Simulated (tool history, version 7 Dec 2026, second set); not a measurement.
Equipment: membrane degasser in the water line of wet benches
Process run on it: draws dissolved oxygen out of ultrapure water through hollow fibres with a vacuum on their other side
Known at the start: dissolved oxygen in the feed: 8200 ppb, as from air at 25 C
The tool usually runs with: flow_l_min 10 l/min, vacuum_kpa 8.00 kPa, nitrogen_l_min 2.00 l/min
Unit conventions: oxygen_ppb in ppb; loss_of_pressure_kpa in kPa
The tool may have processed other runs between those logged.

Run 1, day 0.000: usual settings. Result: oxygen_ppb 68.2 ppb, loss_of_pressure_kpa 27.99 kPa.
Run 2, day 1.138: usual settings. Result: oxygen_ppb 68.5 ppb, loss_of_pressure_kpa 28.49 kPa.
Run 3, day 2.196: usual settings. Result: oxygen_ppb 69.5 ppb, loss_of_pressure_kpa 28.33 kPa.
Run 4, day 3.892: usual settings but flow_l_min 9 l/min. Result: oxygen_ppb 59.2 ppb, loss_of_pressure_kpa 25.40 kPa.
Run 5, day 4.958: usual settings but nitrogen_l_min 3.10 l/min. Result: oxygen_ppb 47.7 ppb, loss_of_pressure_kpa 28.21 kPa.
Run 6, day 6.158: usual settings but nitrogen_l_min 3.10 l/min. Result: oxygen_ppb 46.9 ppb, loss_of_pressure_kpa 28.51 kPa.
Run 7, day 7.375: usual settings but nitrogen_l_min 1.37 l/min. Result: oxygen_ppb 94.4 ppb, loss_of_pressure_kpa 28.48 kPa.
Run 8, day 9.200: usual settings but nitrogen_l_min 2.29 l/min. Result: oxygen_ppb 60.9 ppb, loss_of_pressure_kpa 28.32 kPa.
Run 9, day 10.783: usual settings but nitrogen_l_min 2.29 l/min. Result: oxygen_ppb 60.1 ppb, loss_of_pressure_kpa 28.49 kPa.
Run 10, day 11.642: usual settings but nitrogen_l_min 2.29 l/min. Result: oxygen_ppb 61.4 ppb, loss_of_pressure_kpa 28.44 kPa.
Run 11, day 12.954: usual settings but nitrogen_l_min 2.29 l/min. Result: oxygen_ppb 60.3 ppb, loss_of_pressure_kpa 28.16 kPa.
Run 12, day 14.379: usual settings but flow_l_min 15 l/min, vacuum_kpa 14.20 kPa, nitrogen_l_min 2.29 l/min. Result: oxygen_ppb 218.8 ppb, loss_of_pressure_kpa 42.60 kPa.
Run 13, day 16.388: usual settings but flow_l_min 11 l/min, nitrogen_l_min 2.20 l/min. Result: oxygen_ppb 72.6 ppb, loss_of_pressure_kpa 31.17 kPa.
Run 14, day 17.254: usual settings but flow_l_min 7 l/min, vacuum_kpa 6.88 kPa, nitrogen_l_min 1.19 l/min. Result: oxygen_ppb 56.9 ppb, loss_of_pressure_kpa 19.72 kPa.
Run 15, day 18.100: usual settings but flow_l_min 7 l/min, vacuum_kpa 10.41 kPa, nitrogen_l_min 1.19 l/min. Result: oxygen_ppb 107.0 ppb, loss_of_pressure_kpa 19.53 kPa.
Run 16, day 19.338: usual settings but flow_l_min 7 l/min, vacuum_kpa 10.41 kPa, nitrogen_l_min 1.72 l/min. Result: oxygen_ppb 75.2 ppb, loss_of_pressure_kpa 19.85 kPa.
Run 17, day 21.258: usual settings but flow_l_min 12 l/min, vacuum_kpa 8.89 kPa. Result: oxygen_ppb 101.5 ppb, loss_of_pressure_kpa 34.15 kPa.
Run 18, day 23.212: usual settings but vacuum_kpa 14.75 kPa. Result: oxygen_ppb 148.7 ppb, loss_of_pressure_kpa 28.36 kPa.
Run 19, day 24.788: usual settings but vacuum_kpa 14.75 kPa. Result: oxygen_ppb 150.6 ppb, loss_of_pressure_kpa 28.50 kPa.
Run 20, day 26.596: usual settings but vacuum_kpa 14.75 kPa. Result: oxygen_ppb 148.1 ppb, loss_of_pressure_kpa 28.47 kPa.
Run 21, day 28.483: usual settings but vacuum_kpa 14.75 kPa. Result: oxygen_ppb 149.4 ppb, loss_of_pressure_kpa 28.52 kPa.

For some of the steps in oxygen_ppb from one run to the next: how much would appear even if the tool had no hidden state, given the settings, what came in and random variation, and how much remains for the hidden state plus any gauge scatter that the measured result and the result without hidden state don't share?
What the log doesn't record here: membrane still open, %; true pressure behind the membrane over the reading, kPa; air that leaks in behind the membrane, l/min; drift of the gauge itself on oxygen_ppb, %; drift of the gauge itself on loss_of_pressure_kpa, %.
Run 11 -> 12: flow_l_min 10 -> 15, vacuum_kpa 8.00 -> 14.20. oxygen_ppb +158.5 ppb: hidden state +2.2, all else +156.3.
Run 12 -> 13: flow_l_min 15 -> 11, vacuum_kpa 14.20 -> 8.00, nitrogen_l_min 2.29 -> 2.20. oxygen_ppb -146.2 ppb: hidden state -1.9, all else -144.3.
